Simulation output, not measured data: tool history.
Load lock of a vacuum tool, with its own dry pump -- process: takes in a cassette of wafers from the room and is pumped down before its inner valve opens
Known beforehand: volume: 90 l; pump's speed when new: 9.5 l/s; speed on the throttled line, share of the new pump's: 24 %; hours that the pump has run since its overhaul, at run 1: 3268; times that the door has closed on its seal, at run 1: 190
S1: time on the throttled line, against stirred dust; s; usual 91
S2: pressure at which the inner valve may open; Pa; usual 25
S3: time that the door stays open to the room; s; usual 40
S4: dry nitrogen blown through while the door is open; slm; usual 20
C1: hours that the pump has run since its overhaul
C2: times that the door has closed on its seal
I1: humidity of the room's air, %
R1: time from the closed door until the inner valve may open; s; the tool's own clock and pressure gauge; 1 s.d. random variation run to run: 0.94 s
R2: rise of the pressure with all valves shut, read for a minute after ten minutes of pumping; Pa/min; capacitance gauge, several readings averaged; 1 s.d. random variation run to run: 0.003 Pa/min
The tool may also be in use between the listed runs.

Run 1, hour 0.0: usual settings; C1 3268; C2 190; I1 44.0. Result: R1 153.3 s, R2 0.020 Pa/min.
Run 2, hour 77.3: usual settings; C1 3345; C2 461; I1 44.5. Result: R1 152.6 s, R2 0.029 Pa/min.
Run 3, hour 151.0: usual settings but S1 124 s; C1 3419; C2 719; I1 44.4. Result: R1 176.7 s, R2 0.031 Pa/min.
Run 4, hour 196.9: usual settings but S1 116 s; C1 3465; C2 879; I1 46.7. Result: R1 172.8 s, R2 0.039 Pa/min.
Run 5, hour 279.6: usual settings but S1 116 s; C1 3547; C2 1169; I1 45.0. Result: R1 171.4 s, R2 0.030 Pa/min.
Run 6, hour 375.9: usual settings; C1 3644; C2 1505; I1 43.9. Result: R1 153.4 s, R2 0.032 Pa/min.
Run 7, hour 416.1: usual settings but S2 20 Pa, S3 26 s; C1 3684; C2 1646; I1 46.5. Result: R1 155.6 s, R2 0.033 Pa/min.
Run 8, hour 462.7: usual settings but S2 20 Pa, S3 26 s; C1 3730; C2 1809; I1 46.8. Result: R1 155.8 s, R2 0.026 Pa/min.
Run 9, hour 532.2: usual settings but S1 67 s, S2 20 Pa, S3 26 s, S4 23 slm; C1 3800; C2 2052; I1 45.0. Result: R1 135.0 s, R2 0.032 Pa/min.
Run 10, hour 581.3: usual settings but S1 67 s, S2 41 Pa, S3 26 s, S4 26 slm; C1 3849; C2 2224; I1 47.8. Result: R1 128.6 s, R2 0.024 Pa/min.
Run 11, hour 659.8: usual settings but S1 67 s, S2 41 Pa, S3 26 s, S4 26 slm; C1 3928; C2 2498; I1 44.8. Result: R1 130.0 s, R2 0.030 Pa/min.
Run 12, hour 756.9: usual settings but S1 67 s, S2 41 Pa, S3 26 s, S4 26 slm; C1 4025; C2 2838; I1 44.8. Result: R1 133.3 s, R2 0.030 Pa/min.

4 ways to go on from here, each from the tool as it stands after run 12. What would each give?
Run A, hour 820.8: usual settings but S4 7 slm; C1 4089; C2 3062; I1 49.1. Result: R1 ?, R2 ?.
Run B, hour 820.8: usual settings but S1 79 s, S4 10 slm; C1 4089; C2 3062; I1 44.8. Result: R1 ?, R2 ?.
Run C, hour 820.8: usual settings but S1 153 s, S2 41 Pa, S3 26 s, S4 26 slm; C1 4089; C2 3062; I1 44.9. Result: R1 ?, R2 ?.
Run D, hour 820.8: usual settings but S1 67 s, S2 41 Pa, S3 96 s, S4 26 slm; C1 4089; C2 3062; I1 48.3. Result: R1 ?, R2 ?.

run     R1     R2
  A  154.2  0.055
  B  143.0  0.049
  C  192.9  0.031
  D  130.6  0.053
Without the tool's unlogged condition, the same runs would have read:
run     R1     R2
  A  148.8  0.043
  B  137.4  0.036
  C  189.4  0.017
  D  125.1  0.040
